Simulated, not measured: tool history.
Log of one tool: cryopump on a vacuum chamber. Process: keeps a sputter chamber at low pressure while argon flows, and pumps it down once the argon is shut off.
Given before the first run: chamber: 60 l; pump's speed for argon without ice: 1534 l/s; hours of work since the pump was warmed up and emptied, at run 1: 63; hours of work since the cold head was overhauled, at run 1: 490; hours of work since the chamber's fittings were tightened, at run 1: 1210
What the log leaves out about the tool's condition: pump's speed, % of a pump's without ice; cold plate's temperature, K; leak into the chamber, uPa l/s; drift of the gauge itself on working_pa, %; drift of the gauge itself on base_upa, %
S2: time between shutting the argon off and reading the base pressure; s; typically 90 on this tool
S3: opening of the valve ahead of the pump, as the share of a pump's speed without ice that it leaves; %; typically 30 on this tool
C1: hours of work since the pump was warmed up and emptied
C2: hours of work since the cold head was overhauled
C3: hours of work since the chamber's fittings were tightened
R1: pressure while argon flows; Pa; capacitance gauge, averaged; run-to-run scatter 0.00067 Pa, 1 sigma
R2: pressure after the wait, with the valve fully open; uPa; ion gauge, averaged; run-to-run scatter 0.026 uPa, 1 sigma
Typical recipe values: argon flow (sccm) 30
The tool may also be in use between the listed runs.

{"run": 1, "day": 0.0, "argon flow (sccm)": 30, "S2": 90, "S3": 30, "C1": 63, "C2": 490, "C3": 1210, "R1": 0.1118, "R2": 2.42}
{"run": 2, "day": 1.4, "argon flow (sccm)": 30, "S2": 90, "S3": 32, "C1": 80, "C2": 507, "C3": 1227, "R1": 0.1048, "R2": 2.33}
{"run": 3, "day": 2.579, "argon flow (sccm)": 30, "S2": 90, "S3": 32, "C1": 94, "C2": 522, "C3": 1242, "R1": 0.1046, "R2": 2.36}
{"run": 4, "day": 3.988, "argon flow (sccm)": 30, "S2": 90, "S3": 32, "C1": 111, "C2": 539, "C3": 1259, "R1": 0.1064, "R2": 2.47}
{"run": 5, "day": 5.417, "argon flow (sccm)": 30, "S2": 90, "S3": 30, "C1": 129, "C2": 557, "C3": 1276, "R1": 0.1135, "R2": 2.57}
{"run": 6, "day": 6.3, "argon flow (sccm)": 30, "S2": 90, "S3": 30, "C1": 140, "C2": 567, "C3": 1287, "R1": 0.1131, "R2": 2.46}
{"run": 7, "day": 7.946, "argon flow (sccm)": 30, "S2": 90, "S3": 30, "C1": 160, "C2": 588, "C3": 1307, "R1": 0.1125, "R2": 2.52}
{"run": 8, "day": 9.15, "argon flow (sccm)": 30, "S2": 90, "S3": 30, "C1": 175, "C2": 602, "C3": 1322, "R1": 0.1133, "R2": 2.64}
{"run": 9, "day": 10.092, "argon flow (sccm)": 30, "S2": 90, "S3": 30, "C1": 186, "C2": 614, "C3": 1334, "R1": 0.1138, "R2": 2.61}
{"run": 10, "day": 11.067, "argon flow (sccm)": 30, "S2": 90, "S3": 30, "C1": 198, "C2": 626, "C3": 1346, "R1": 0.114, "R2": 2.6}
{"run": 11, "day": 12.675, "argon flow (sccm)": 30, "S2": 90, "S3": 46, "C1": 218, "C2": 646, "C3": 1365, "R1": 0.0765, "R2": 2.57}
{"run": 12, "day": 13.442, "argon flow (sccm)": 30, "S2": 90, "S3": 30, "C1": 227, "C2": 655, "C3": 1375, "R1": 0.1136, "R2": 2.7}
{"run": 13, "day": 15.042, "argon flow (sccm)": 30, "S2": 90, "S3": 25, "C1": 247, "C2": 675, "C3": 1394, "R1": 0.1376, "R2": 2.67}
{"run": 14, "day": 16.012, "argon flow (sccm)": 30, "S2": 90, "S3": 59, "C1": 259, "C2": 686, "C3": 1406, "R1": 0.0604, "R2": 2.72}
{"run": 15, "day": 16.925, "argon flow (sccm)": 30, "S2": 90, "S3": 59, "C1": 270, "C2": 698, "C3": 1417, "R1": 0.0616, "R2": 2.66}
{"run": 16, "day": 18.0, "argon flow (sccm)": 30, "S2": 90, "S3": 59, "C1": 283, "C2": 711, "C3": 1431, "R1": 0.0616, "R2": 2.67}
{"run": 17, "day": 19.154, "argon flow (sccm)": 30, "S2": 90, "S3": 59, "C1": 297, "C2": 725, "C3": 1445, "R1": 0.0613, "R2": 2.78}
{"run": 18, "day": 20.504, "argon flow (sccm)": 30, "S2": 286, "S3": 35, "C1": 314, "C2": 741, "C3": 1461, "R1": 0.1009, "R2": 2.28}
{"day": 21.604, "done": "leaking fittings of the chamber tightened, without venting"}
{"run": 19, "day": 21.883, "argon flow (sccm)": 15, "S2": 90, "S3": 54, "C1": 330, "C2": 757, "C3": 3, "R1": 0.0343, "R2": 1.1}
{"run": 20, "day": 22.788, "argon flow (sccm)": 15, "S2": 90, "S3": 54, "C1": 341, "C2": 768, "C3": 14, "R1": 0.034, "R2": 1.17}
{"run": 21, "day": 24.242, "argon flow (sccm)": 16, "S2": 90, "S3": 55, "C1": 359, "C2": 786, "C3": 32, "R1": 0.0354, "R2": 1.19}
{"run": 22, "day": 25.067, "argon flow (sccm)": 16, "S2": 90, "S3": 55, "C1": 369, "C2": 796, "C3": 42, "R1": 0.0357, "R2": 1.21}

The next listed run, before its measurement:
{"run": 23, "day": 26.242, "argon flow (sccm)": 30, "S2": 30, "S3": 18, "C1": 383, "C2": 811, "C3": 57, "R1": "?", "R2": "?"}

Logged for run 23: R1 0.1925 Pa, R2 2.97 uPa.
On a tool with no hidden condition, and with the same random variation, this run would have come out at R1 0.1851 Pa, R2 2.85 uPa.
